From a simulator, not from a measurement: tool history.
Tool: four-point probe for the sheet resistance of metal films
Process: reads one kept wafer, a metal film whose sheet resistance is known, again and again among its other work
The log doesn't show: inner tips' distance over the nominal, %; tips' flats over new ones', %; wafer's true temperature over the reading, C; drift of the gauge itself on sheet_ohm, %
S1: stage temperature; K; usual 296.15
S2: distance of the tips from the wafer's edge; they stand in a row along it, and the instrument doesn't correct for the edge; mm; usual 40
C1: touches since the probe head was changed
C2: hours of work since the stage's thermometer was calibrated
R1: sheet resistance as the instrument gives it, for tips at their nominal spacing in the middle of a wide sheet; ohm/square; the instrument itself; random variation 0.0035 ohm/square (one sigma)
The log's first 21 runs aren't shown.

run,hour,S1,S2,C1,C2,R1
22,440.4,297.15,4,23904,2891,18.135481
23,462.7,297.15,4,24325,2906,18.139031
24,481.5,297.15,4,24679,2919,18.139611
# hour 510.8: stage's thermometer calibrated
25,511.7,297.15,4,25239,1,18.128412
26,528.9,297.15,4,25563,12,18.124513
27,558.6,297.15,4,26123,33,18.118526
# hour 581.0: stage's thermometer calibrated, once more
28,587.1,300.15,10,26653,4,17.485869
29,616.8,300.15,10,27213,25,17.483823
30,635.3,300.15,9,27561,37,17.522187
31,663.0,293.15,10,28083,56,17.416536
32,694.1,299.15,6,28671,78,17.737687
33,720.6,305.15,6,29170,96,17.782849
34,742.5,305.15,6,29584,111,17.784215
35,773.5,305.15,4,30169,132,18.258524
36,787.7,302.15,7,30436,142,17.650672
37,803.5,295.15,7,30734,153,17.588402
38,833.1,301.15,54,31293,173,17.339831
39,846.7,293.15,19,31550,183,17.312555
40,866.6,296.15,25,31925,196,17.314655
41,883.4,292.15,23,32242,208,17.285616
42,904.6,292.15,23,32643,223,17.285645

3 ways to go on from here, each from the tool as it stands after run 42. What would each give?
A,924.1,292.15,5,33010,236,?
B,924.1,296.15,23,33010,236,?
C,924.1,296.15,18,33010,236,?

run,R1
A,17.834516
B,17.322293
C,17.342335
Without the tool's hidden state the same runs would have given:
run,R1
A,17.827788
B,17.315610
C,17.335645
